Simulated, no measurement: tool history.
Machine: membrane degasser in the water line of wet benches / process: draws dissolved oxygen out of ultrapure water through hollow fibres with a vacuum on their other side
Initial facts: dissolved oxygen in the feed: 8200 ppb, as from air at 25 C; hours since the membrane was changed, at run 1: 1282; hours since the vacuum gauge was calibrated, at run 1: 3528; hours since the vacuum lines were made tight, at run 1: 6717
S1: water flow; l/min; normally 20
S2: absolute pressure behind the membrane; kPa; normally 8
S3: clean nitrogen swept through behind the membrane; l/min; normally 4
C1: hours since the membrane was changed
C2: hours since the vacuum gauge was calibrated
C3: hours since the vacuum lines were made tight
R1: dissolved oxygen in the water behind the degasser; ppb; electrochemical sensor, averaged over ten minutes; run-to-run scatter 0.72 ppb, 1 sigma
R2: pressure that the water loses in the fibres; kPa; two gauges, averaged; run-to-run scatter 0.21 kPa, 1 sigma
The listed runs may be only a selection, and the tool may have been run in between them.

run 1 hour=0 | S1=20 S2=8 S3=4 | C1=1282 C2=3528 C3=6717 | R1=71.1 R2=50.2
run 2 hour=67.7 | S1=20 S2=8 S3=4 | C1=1350 C2=3596 C3=6784 | R1=72.8 R2=50.55
run 3 hour=145.2 | S1=20 S2=18.34 S3=4 | C1=1428 C2=3674 C3=6862 | R1=196.7 R2=50.35
run 4 hour=183.2 | S1=20 S2=8 S3=4 | C1=1466 C2=3712 C3=6900 | R1=72.2 R2=50.13
run 5 hour=263.3 | S1=20 S2=8 S3=4 | C1=1546 C2=3792 C3=6980 | R1=72.1 R2=50.36
run 6 hour=328.9 | S1=20 S2=8 S3=4 | C1=1611 C2=3857 C3=7045 | R1=72.1 R2=50.57
run 7 hour=388.2 | S1=20 S2=8 S3=4 | C1=1671 C2=3917 C3=7105 | R1=71.9 R2=50.24
run 8 hour=439.1 | S1=20 S2=8 S3=4 | C1=1722 C2=3967 C3=7156 | R1=71.5 R2=50.07
-- hour=497.1 seals of the vacuum lines changed
run 9 hour=508.4 | S1=20 S2=8 S3=4 | C1=1789 C2=4035 C3=11 | R1=72.2 R2=50.27
run 10 hour=576.4 | S1=20 S2=8 S3=4 | C1=1857 C2=4103 C3=79 | R1=70.3 R2=50.88
run 11 hour=613.8 | S1=20 S2=8 S3=4 | C1=1894 C2=4140 C3=117 | R1=69.2 R2=50.61
run 12 hour=671.9 | S1=14 S2=4.85 S3=8.53 | C1=1952 C2=4198 C3=175 | R1=11.4 R2=35.6
run 13 hour=707.7 | S1=13 S2=6.48 S3=4 | C1=1988 C2=4234 C3=211 | R1=32.3 R2=32.55
run 14 hour=785.8 | S1=13 S2=6.48 S3=4 | C1=2066 C2=4312 C3=289 | R1=31.6 R2=32.48
run 15 hour=846.4 | S1=13 S2=6.48 S3=4 | C1=2127 C2=4373 C3=349 | R1=32.4 R2=32.94
run 16 hour=900.1 | S1=20 S2=8.53 S3=2.32 | C1=2180 C2=4426 C3=403 | R1=120.4 R2=50.95
run 17 hour=962.4 | S1=26 S2=14.36 S3=2.32 | C1=2243 C2=4489 C3=465 | R1=307.5 R2=65.93
run 18 hour=1032.2 | S1=26 S2=14.36 S3=2.32 | C1=2313 C2=4559 C3=535 | R1=307.7 R2=65.99
run 19 hour=1071.6 | S1=26 S2=14.36 S3=2.32 | C1=2352 C2=4598 C3=575 | R1=310.4 R2=65.94
run 20 hour=1139.2 | S1=24 S2=12.25 S3=1.74 | C1=2420 C2=4666 C3=642 | R1=303.4 R2=61.51
run 21 hour=1205.9 | S1=24 S2=12.25 S3=1.74 | C1=2486 C2=4732 C3=709 | R1=308.2 R2=60.87
run 22 hour=1253.7 | S1=24 S2=17.73 S3=6.04 | C1=2534 C2=4780 C3=757 | R1=155.8 R2=60.7

Table of differences, measured result less the result of that run with no hidden state. Run-to-run variation is the same in both. Gauge scatter possibly is not:
What the log doesn't record here: membrane still open, %; true pressure behind the membrane over the reading, kPa; air that leaks in behind the membrane, l/min; drift of the gauge itself on oxygen_ppb, %; drift of the gauge itself on loss_of_pressure_kpa, %.
run=1 R1=+6 R2=+0.6
run=2 R1=+6.2 R2=+0.64
run=3 R1=+10 R2=+0.67
run=4 R1=+6.4 R2=+0.69
run=5 R1=+6.6 R2=+0.72
run=6 R1=+6.5 R2=+0.76
run=7 R1=+6.7 R2=+0.79
run=8 R1=+6.8 R2=+0.81
run=9 R1=+5 R2=+0.84
run=10 R1=+4.9 R2=+0.88
run=11 R1=+5 R2=+0.89
run=12 R1=+1.8 R2=+0.65
run=13 R1=+3.2 R2=+0.61
run=14 R1=+3.2 R2=+0.64
run=15 R1=+3.3 R2=+0.66
run=16 R1=+8.1 R2=+1.04
run=17 R1=+10.9 R2=+1.39
run=18 R1=+11.3 R2=+1.43
run=19 R1=+11.5 R2=+1.46
run=20 R1=+13.4 R2=+1.39
run=21 R1=+13.8 R2=+1.43
run=22 R1=+5.8 R2=+1.45
